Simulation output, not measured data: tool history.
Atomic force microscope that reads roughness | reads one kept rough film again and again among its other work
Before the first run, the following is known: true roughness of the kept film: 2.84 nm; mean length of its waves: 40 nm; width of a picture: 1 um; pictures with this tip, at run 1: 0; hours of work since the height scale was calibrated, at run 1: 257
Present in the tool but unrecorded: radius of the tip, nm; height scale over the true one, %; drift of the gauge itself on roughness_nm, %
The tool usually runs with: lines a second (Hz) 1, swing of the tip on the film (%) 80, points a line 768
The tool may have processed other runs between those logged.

run   hour  lines a second (Hz)  swing of the tip on the film (%)  points a line  pictures with this tip  hours of work since the height scale was calibrated  roughness of the kept film (nm (root mean square))
  1      0                    1                                80            768                       0                                                  257                                               2.429
  2   13.5                    1                                80            768                      20                                                  267                                               2.396
  3   29.5                    1                                80            768                      43                                                  280                                               2.332
  4   49.3                    1                                80            768                      72                                                  296                                               2.296
  5   66.7                    1                                80            768                      97                                                  309                                               2.236
  6   87.2                    1                                80            768                     127                                                  325                                               2.196
  7   97.5                    1                                80            768                     142                                                  334                                               2.162
  8  107.8                    1                                80            768                     156                                                  342                                                2.15
  9  130.7                    1                                65            768                     190                                                  360                                               2.201
 10  152.3                    1                                65            768                     221                                                  377                                                2.15
 11    174                    1                                65            768                     252                                                  394                                                2.09
     178.8  -- new tip fitted
 12  195.1                    1                                65            768                      23                                                  410                                               2.481
 13  212.2                    1                                65            768                      48                                                  423                                               2.449
 14  232.2                    1                                80            768                      77                                                  439                                               2.274
 15  250.8                    1                                59            768                     104                                                  454                                                2.36
 16  273.4                    1                                59            768                     137                                                  471                                               2.311
 17  288.6                    1                                59            350                     159                                                  483                                               2.267
 18  310.9                    1                                60            768                     191                                                  501                                               2.195
 19    327                    1                                60            462                     215                                                  513                                               2.178
 20  340.1                    1                                60            462                     234                                                  524                                                2.13
 21  354.9                    1                                60            462                     255                                                  535                                               2.113
     358.8  -- new tip fitted
 22  368.6                    1                                77            768                      14                                                  546                                               2.399
 23  383.8                    1                                77            768                      36                                                  558                                               2.375
 24  404.5                    1                                77            768                      66                                                  574                                               2.316
 25  417.1                    1                                81            768                      84                                                  584                                               2.258
 26  431.7                    1                                81            768                     106                                                  595                                               2.219
 27    454                    1                                81            768                     138                                                  613                                               2.165
 28  476.6                    1                                72            523                     171                                                  631                                               2.188
 29  498.3                 0.62                                81            417                     202                                                  648                                               2.124
 30    510                 1.35                                80            444                     219                                                  657                                               1.988
 31  527.8                 1.35                                80            444                     245                                                  671                                               1.944
     537.7  -- new tip fitted
 32  538.7                 1.35                                69            359                       1                                                  679                                               2.474
 33  556.4                    1                                68            757                      27                                                  693                                               2.437
     559.5  -- height scale calibrated on a step standard
 34  571.6                    1                                68            757                      47                                                    9                                               2.408
 35  594.5                 2.96                                69            953                      81                                                   27                                               2.154
     597.4  -- height scale calibrated on a step standard, once more
 36  608.7                 2.96                                69            953                     100                                                    9                                               2.125
 37  631.7                 2.09                                80            768                     133                                                   27                                               2.019
 38  655.1                 2.09                                80            434                     167                                                   45                                               1.945
 39  677.6                 2.09                                86            434                     200                                                   63                                               1.823
 40  697.3                 0.79                                86            434                     228                                                   78                                               2.021
 41  709.5                 0.73                                67            444                     246                                                   88                                               2.104
     720.3  -- new tip fitted
 42    724                 0.73                                67            444                       5                                                   99                                               2.554
 43  739.7                 3.34                                79            768                      28                                                  111                                               2.034
 44  754.7                 2.72                                76            481                      50                                                  123                                               2.131
 45  775.2                 2.79                                65           1020                      79                                                  139                                               2.273
 46  786.5                    1                                84            298                      96                                                  148                                               2.197
 47  799.4                 0.84                                68            768                     114                                                  158                                                2.34
 48  811.2                    1                                80            301                     132                                                  168                                               2.197
 49  833.3                 3.67                                67            830                     164                                                  185                                               2.029
 50    846                 1.78                                86            830                     182                                                  195                                               1.926
 51  856.6                 1.78                                86            830                     197                                                  203                                               1.876
 52  868.2                  2.1                                86            830                     214                                                  212                                               1.789
 53  881.1                 0.98                                55            723                     233                                                  223                                               2.173

The same runs without the tool's hidden state, with the same run-to-run variation:
run  roughness of the kept film (nm (root mean square))
  1                                               2.444
  2                                               2.452
  3                                               2.432
  4                                               2.446
  5                                               2.428
  6                                               2.439
  7                                               2.427
  8                                               2.437
  9                                               2.559
 10                                               2.556
 11                                               2.539
 12                                               2.553
 13                                               2.568
 14                                               2.442
 15                                               2.588
 16                                               2.594
 17                                               2.584
 18                                                2.56
 19                                               2.584
 20                                               2.563
 21                                               2.579
 22                                               2.443
 23                                               2.462
 24                                                2.46
 25                                               2.433
 26                                               2.433
 27                                                2.43
 28                                               2.518
 29                                                 2.5
 30                                                2.37
 31                                                2.36
 32                                               2.494
 33                                                2.51
 34                                               2.527
 35                                               2.326
 36                                               2.307
 37                                               2.244
 38                                               2.219
 39                                               2.131
 40                                               2.413
 41                                               2.547
 42                                               2.569
 43                                               2.082
 44                                               2.217
 45                                                2.42
 46                                               2.369
 47                                               2.557
 48                                               2.434
 49                                               2.302
 50                                               2.216
 51                                               2.184
 52                                               2.107
 53                                               2.593
